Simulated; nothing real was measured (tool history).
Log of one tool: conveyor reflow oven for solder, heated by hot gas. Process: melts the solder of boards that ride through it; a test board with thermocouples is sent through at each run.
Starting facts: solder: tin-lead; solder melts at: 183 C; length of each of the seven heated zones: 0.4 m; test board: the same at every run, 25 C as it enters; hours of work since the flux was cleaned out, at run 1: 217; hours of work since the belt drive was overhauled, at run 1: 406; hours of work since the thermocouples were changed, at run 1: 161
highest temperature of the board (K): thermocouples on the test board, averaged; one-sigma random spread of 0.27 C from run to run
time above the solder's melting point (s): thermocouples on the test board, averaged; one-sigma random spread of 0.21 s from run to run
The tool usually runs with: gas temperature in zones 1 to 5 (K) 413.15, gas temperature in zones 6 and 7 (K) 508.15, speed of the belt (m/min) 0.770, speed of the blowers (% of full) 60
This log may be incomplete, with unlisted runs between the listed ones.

run	hour	gas temperature in zones 1 to 5 (K)	gas temperature in zones 6 and 7 (K)	speed of the belt (m/min)	speed of the blowers (% of full)	hours of work since the flux was cleaned out	hours of work since the belt drive was overhauled	hours of work since the thermocouples were changed	highest temperature of the board (K)	time above the solder's melting point (s)
1	0.0	413.15	508.15	0.770	60	217	406	161	487.25	43.8
2	52.7	413.15	508.15	0.770	60	240	430	184	486.75	44.4
3	94.4	413.15	508.15	0.770	60	258	448	202	486.85	44.2
4	135.1	413.15	508.15	0.770	60	276	466	220	485.95	44.3
5	187.3	413.15	508.15	0.770	60	299	488	243	485.95	43.4
# hour 207.6: flux residue cleaned out of gas plates and filters
6	245.9	413.15	508.15	0.694	60	17	512	267	492.05	53.5
7	269.5	413.15	508.15	0.697	60	27	522	277	491.25	53.9
8	298.5	413.15	508.15	0.697	60	40	535	289	491.55	52.9
9	349.8	417.15	508.15	0.770	60	62	557	312	488.95	47.6
10	374.0	417.15	508.15	0.770	60	73	568	322	488.55	47.3
11	396.6	417.15	508.15	0.837	60	83	578	332	485.65	41.1
12	446.3	413.15	508.15	0.770	60	104	599	354	487.55	45.1
13	476.3	413.15	508.15	0.770	60	117	612	367	487.45	45.0
14	525.0	413.15	508.15	0.770	60	139	634	388	487.15	44.9
15	548.7	413.15	508.15	0.770	60	149	644	399	487.15	45.4
16	597.9	413.15	497.15	0.642	58	171	666	420	482.85	51.5
17	634.1	422.15	508.15	0.788	60	186	681	436	487.85	47.2
18	677.2	404.15	514.15	0.881	58	205	700	455	483.35	33.2
19	711.8	404.15	514.15	0.881	58	220	715	470	482.95	33.5
20	750.1	399.15	508.15	0.770	61	237	732	487	483.65	38.6
21	789.4	409.15	510.15	0.878	82	254	749	504	488.25	39.1
22	813.2	409.15	510.15	0.878	82	265	760	514	487.65	38.8
23	854.0	408.15	508.15	0.770	55	282	777	532	482.65	40.2
24	897.2	401.15	507.15	0.727	60	301	796	551	484.65	42.0
# hour 914.4: flux residue cleaned out of gas plates and filters
25	953.7	401.15	507.15	0.727	60	17	819	574	486.65	44.1
26	999.8	413.15	509.15	0.770	60	37	839	594	488.35	46.0
27	1041.3	410.15	509.15	0.876	51	55	857	612	478.95	31.9
28	1075.0	417.15	507.15	0.707	51	70	872	627	486.95	50.1
29	1122.6	400.15	511.15	0.649	60	91	893	647	493.25	54.3
30	1165.3	400.15	511.15	0.649	60	110	911	666	492.25	54.5

Each row is a separate what-if for the run after 30, all from the same tool condition, not one after another. Results?
A	1197.8	403.15	502.15	0.649	82	124	926	680	?	?
B	1197.8	413.15	508.15	0.682	60	124	926	680	?	?
C	1197.8	401.15	508.15	0.770	88	124	926	680	?	?

run	highest temperature of the board (K)	time above the solder's melting point (s)
A	489.75	55.3
B	490.45	54.4
C	491.25	45.7
Stripped of hidden state, with their random variation kept, the same runs would have yielded:
run	highest temperature of the board (K)	time above the solder's melting point (s)
A	492.15	56.3
B	492.65	55.2
C	493.85	46.7

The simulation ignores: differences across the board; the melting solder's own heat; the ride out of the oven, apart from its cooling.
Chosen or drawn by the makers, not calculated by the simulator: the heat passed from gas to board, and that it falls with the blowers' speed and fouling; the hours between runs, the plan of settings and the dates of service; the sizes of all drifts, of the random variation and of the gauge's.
